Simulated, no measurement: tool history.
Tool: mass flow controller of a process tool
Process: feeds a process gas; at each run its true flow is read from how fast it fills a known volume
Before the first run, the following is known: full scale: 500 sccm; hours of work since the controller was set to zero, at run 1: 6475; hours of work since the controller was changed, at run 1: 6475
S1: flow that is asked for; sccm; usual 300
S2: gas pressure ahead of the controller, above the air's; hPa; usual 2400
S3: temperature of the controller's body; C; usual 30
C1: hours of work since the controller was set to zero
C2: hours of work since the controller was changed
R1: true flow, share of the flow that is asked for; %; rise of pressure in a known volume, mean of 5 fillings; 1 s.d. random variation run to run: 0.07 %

Run 1, day 0: usual settings; C1 6475; C2 6475. Result: R1 99.98 %.
Run 2, day 8.538: usual settings; C1 6612; C2 6612. Result: R1 99.91 %.
Run 3, day 15.325: usual settings; C1 6721; C2 6721. Result: R1 99.78 %.
Run 4, day 27.267: usual settings but S2 1850 hPa; C1 6912; C2 6912. Result: R1 99.66 %.
Run 5, day 38.596: usual settings but S2 1850 hPa; C1 7094; C2 7094. Result: R1 99.73 %.
Run 6, day 49.45: usual settings but S2 1850 hPa; C1 7268; C2 7268. Result: R1 99.8 %.
Run 7, day 56.275: usual settings but S2 1850 hPa; C1 7377; C2 7377. Result: R1 99.77 %.
Run 8, day 66.871: usual settings; C1 7547; C2 7547. Result: R1 100.08 %.
Run 9, day 80.179: usual settings; C1 7760; C2 7760. Result: R1 100.02 %.
Run 10, day 87.583: usual settings; C1 7879; C2 7879. Result: R1 100.18 %.
Run 11, day 96.842: usual settings; C1 8027; C2 8027. Result: R1 100.06 %.
At day 98.192: controller's zero set anew.
Run 12, day 107.242: usual settings but S2 1490 hPa; C1 145; C2 8193. Result: R1 100.8 %.
Run 13, day 120.621: usual settings but S2 1490 hPa; C1 359; C2 8408. Result: R1 100.97 %.
Run 14, day 128.25: usual settings but S1 100 sccm, S2 2150 hPa, S3 24 C; C1 482; C2 8530. Result: R1 100.38 %.
Run 15, day 134.333: usual settings but S1 299 sccm, S2 1610 hPa, S3 39 C; C1 579; C2 8628. Result: R1 100.19 %.
Run 16, day 147.762: usual settings but S1 55 sccm, S2 1850 hPa, S3 40 C; C1 794; C2 8843. Result: R1 98.67 %.
Run 17, day 156.529: usual settings but S1 55 sccm, S2 1850 hPa, S3 40 C; C1 935; C2 8983. Result: R1 98.52 %.
Run 18, day 170.508: usual settings but S1 55 sccm, S2 1850 hPa, S3 40 C; C1 1159; C2 9207. Result: R1 98.55 %.
At day 172.817: controller exchanged for a calibrated one.
Run 19, day 182.529: usual settings but S1 123 sccm, S2 2540 hPa, S3 20 C; C1 156; C2 156. Result: R1 98.98 %.
Run 20, day 194.408: usual settings but S1 153 sccm, S2 2540 hPa, S3 38 C; C1 346; C2 346. Result: R1 97.86 %.
Run 21, day 205.367: usual settings but S1 79 sccm, S2 1560 hPa, S3 38 C; C1 522; C2 522. Result: R1 97.07 %.
Run 22, day 214.704: usual settings but S1 79 sccm, S2 1560 hPa, S3 38 C; C1 671; C2 671. Result: R1 97.01 %.
Run 23, day 227.683: usual settings but S1 79 sccm, S2 1560 hPa, S3 38 C; C1 879; C2 879. Result: R1 96.98 %.

Subtracting, for every run, the result it would have given without the tool's unlogged condition from the measured result gives the following. The same run-to-run variation enters both numbers; the gauge's scatter may not:
What the log doesn't record here: flow at rest that the sensor doesn't see, % of full scale; true flow over the shown one, %; drift of the gauge itself on true_pct, %.
run     R1
  1  +0.99
  2  +1.02
  3  +1.03
  4  +1.07
  5   +1.1
  6  +1.14
  7  +1.16
  8  +1.19
  9  +1.24
 10  +1.26
 11  +1.29
 12  +2.22
 13  +2.25
 14  +2.06
 15   +2.3
 16  +1.69
 17  +1.64
 18  +1.58
 19  +0.09
 20  +0.13
 21  -0.02
 22  -0.04
 23  -0.07

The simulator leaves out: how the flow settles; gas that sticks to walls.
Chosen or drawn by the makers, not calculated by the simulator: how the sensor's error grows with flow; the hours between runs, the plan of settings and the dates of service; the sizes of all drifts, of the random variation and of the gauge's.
